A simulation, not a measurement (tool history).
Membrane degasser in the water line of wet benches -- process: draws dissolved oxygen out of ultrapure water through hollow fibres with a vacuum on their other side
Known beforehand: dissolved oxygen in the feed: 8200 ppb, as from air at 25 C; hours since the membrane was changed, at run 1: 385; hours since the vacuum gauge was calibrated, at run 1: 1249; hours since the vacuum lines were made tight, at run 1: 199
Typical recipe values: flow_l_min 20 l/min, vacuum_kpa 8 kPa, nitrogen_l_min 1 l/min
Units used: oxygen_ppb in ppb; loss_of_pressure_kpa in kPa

run,hour,flow_l_min,vacuum_kpa,nitrogen_l_min,hours since the membrane was changed,hours since the vacuum gauge was calibrated,hours since the vacuum lines were made tight,oxygen_ppb,loss_of_pressure_kpa
1,0,20,8,1,385,1249,199,260.8,46.41
2,46.2,20,8,1,431,1295,246,261.3,46.45
3,92.3,20,8,1,477,1341,292,263,46.76
4,138.5,20,8,1,523,1387,338,263.2,46.22
5,184.2,20,8,1,569,1433,384,261.7,46.58
6,213.8,20,8,1,599,1463,413,258,46.8
7,253.3,20,8,1,638,1502,453,261.7,46.46
8,289.2,20,8,2.06,674,1538,489,161.8,46.84
9,331.8,29,8,1,717,1581,531,380.5,67.97
10,373,12,14.28,0.54,758,1622,572,529,28.16

Run 11 is up next; what results do you expect?
11,393.1,12,14.28,0.54,778,1642,593,?,?

Logged for run 11: oxygen_ppb 537.8 ppb, loss_of_pressure_kpa 28.02 kPa.
Take away the tool's hidden state, keep the run-to-run variation as it was, and the same run would have given oxygen_ppb 537.7 ppb, loss_of_pressure_kpa 28.02 kPa.
